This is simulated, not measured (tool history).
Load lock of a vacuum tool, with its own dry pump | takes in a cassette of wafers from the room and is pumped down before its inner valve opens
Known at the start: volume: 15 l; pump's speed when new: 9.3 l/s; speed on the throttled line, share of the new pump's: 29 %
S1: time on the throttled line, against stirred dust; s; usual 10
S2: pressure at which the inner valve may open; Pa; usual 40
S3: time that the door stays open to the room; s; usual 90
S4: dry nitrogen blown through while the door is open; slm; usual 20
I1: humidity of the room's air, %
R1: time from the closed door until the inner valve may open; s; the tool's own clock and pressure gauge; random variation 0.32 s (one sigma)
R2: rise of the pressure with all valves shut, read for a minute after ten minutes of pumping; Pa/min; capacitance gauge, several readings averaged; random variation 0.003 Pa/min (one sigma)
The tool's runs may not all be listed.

run 1 hour=0.0 | S1=10 S2=40 S3=90 S4=20 | I1=44.7 | R1=18.9 R2=0.052
run 2 hour=144.8 | S1=10 S2=63 S3=90 S4=20 | I1=46.6 | R1=19.2 R2=0.049
run 3 hour=323.5 | S1=14 S2=63 S3=90 S4=20 | I1=47.5 | R1=22.1 R2=0.048
run 4 hour=505.5 | S1=10 S2=40 S3=151 S4=20 | I1=46.6 | R1=20.0 R2=0.058
run 5 hour=612.3 | S1=10 S2=40 S3=151 S4=20 | I1=44.6 | R1=19.7 R2=0.052
run 6 hour=729.5 | S1=10 S2=40 S3=151 S4=20 | I1=46.8 | R1=19.8 R2=0.059
run 7 hour=828.7 | S1=10 S2=40 S3=90 S4=20 | I1=40.0 | R1=20.2 R2=0.048
run 8 hour=974.7 | S1=10 S2=40 S3=90 S4=9 | I1=43.3 | R1=20.1 R2=0.056
run 9 hour=1112.6 | S1=10 S2=40 S3=90 S4=20 | I1=40.6 | R1=19.7 R2=0.048
run 10 hour=1231.4 | S1=10 S2=40 S3=90 S4=20 | I1=45.2 | R1=19.4 R2=0.053
run 11 hour=1366.6 | S1=10 S2=40 S3=90 S4=20 | I1=47.7 | R1=20.1 R2=0.059
run 12 hour=1452.3 | S1=10 S2=40 S3=90 S4=20 | I1=43.1 | R1=20.1 R2=0.050
run 13 hour=1611.1 | S1=10 S2=40 S3=90 S4=20 | I1=46.5 | R1=19.8 R2=0.055
run 14 hour=1748.2 | S1=10 S2=40 S3=90 S4=20 | I1=44.8 | R1=19.7 R2=0.056
run 15 hour=1948.1 | S1=10 S2=40 S3=90 S4=20 | I1=43.7 | R1=19.9 R2=0.054
run 16 hour=2114.4 | S1=5 S2=33 S3=55 S4=11 | I1=44.9 | R1=16.7 R2=0.058
run 17 hour=2248.7 | S1=6 S2=40 S3=90 S4=28 | I1=45.6 | R1=17.3 R2=0.053
run 18 hour=2395.5 | S1=6 S2=40 S3=90 S4=28 | I1=44.2 | R1=17.5 R2=0.053

Forecast run 19:
run 19 hour=2504.6 | S1=6 S2=40 S3=90 S4=28 | I1=42.9 | R1=? R2=?

Run 19 gave R1 16.9 s, R2 0.055 Pa/min.
Without the tool's hidden state the same run would have given R1 16.6 s, R2 0.028 Pa/min.

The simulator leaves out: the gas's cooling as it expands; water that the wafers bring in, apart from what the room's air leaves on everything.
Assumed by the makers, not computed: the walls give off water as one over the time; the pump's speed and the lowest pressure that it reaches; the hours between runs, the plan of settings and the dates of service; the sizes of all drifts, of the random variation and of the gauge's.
